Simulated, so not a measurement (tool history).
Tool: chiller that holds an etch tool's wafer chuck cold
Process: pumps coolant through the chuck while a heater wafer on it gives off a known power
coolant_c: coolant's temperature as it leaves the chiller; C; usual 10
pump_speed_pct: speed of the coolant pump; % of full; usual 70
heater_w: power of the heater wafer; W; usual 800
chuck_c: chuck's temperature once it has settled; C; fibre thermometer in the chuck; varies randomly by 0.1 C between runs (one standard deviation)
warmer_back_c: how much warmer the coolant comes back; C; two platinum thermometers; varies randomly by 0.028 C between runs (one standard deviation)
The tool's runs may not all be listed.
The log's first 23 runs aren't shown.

{"run": 24, "hour": 542.2, "coolant_c": 1, "pump_speed_pct": 75, "heater_w": 678, "chuck_c": 7.0, "warmer_back_c": 2.35}
{"run": 25, "hour": 566.5, "coolant_c": 11, "pump_speed_pct": 78, "heater_w": 847, "chuck_c": 18.4, "warmer_back_c": 2.74}
{"run": 26, "hour": 597.4, "coolant_c": 10, "pump_speed_pct": 89, "heater_w": 615, "chuck_c": 14.7, "warmer_back_c": 1.76}
{"run": 27, "hour": 622.5, "coolant_c": 10, "pump_speed_pct": 89, "heater_w": 615, "chuck_c": 14.8, "warmer_back_c": 1.76}
{"run": 28, "hour": 645.1, "coolant_c": 1, "pump_speed_pct": 61, "heater_w": 615, "chuck_c": 7.4, "warmer_back_c": 2.62}
{"run": 29, "hour": 667.1, "coolant_c": 8, "pump_speed_pct": 74, "heater_w": 429, "chuck_c": 11.7, "warmer_back_c": 1.46}
{"run": 30, "hour": 685.7, "coolant_c": 13, "pump_speed_pct": 88, "heater_w": 743, "chuck_c": 18.8, "warmer_back_c": 2.16}
{"run": 31, "hour": 708.6, "coolant_c": 1, "pump_speed_pct": 95, "heater_w": 516, "chuck_c": 4.8, "warmer_back_c": 1.36}

Forecast each of these 3 alternatives for the next run:
{"run": "A", "hour": 734.6, "coolant_c": 10, "pump_speed_pct": 70, "heater_w": 525, "chuck_c": "?", "warmer_back_c": "?"}
{"run": "B", "hour": 734.6, "coolant_c": 10, "pump_speed_pct": 70, "heater_w": 814, "chuck_c": "?", "warmer_back_c": "?"}
{"run": "C", "hour": 734.6, "coolant_c": 4, "pump_speed_pct": 93, "heater_w": 680, "chuck_c": "?", "warmer_back_c": "?"}

run=A chuck_c=14.9 warmer_back_c=2.01
run=B chuck_c=17.8 warmer_back_c=3.00
run=C chuck_c=9.2 warmer_back_c=1.83
Stripped of hidden state, with their random variation kept, the same runs would have yielded:
run=A chuck_c=14.8 warmer_back_c=1.91
run=B chuck_c=17.3 warmer_back_c=2.84
run=C chuck_c=9.0 warmer_back_c=1.73
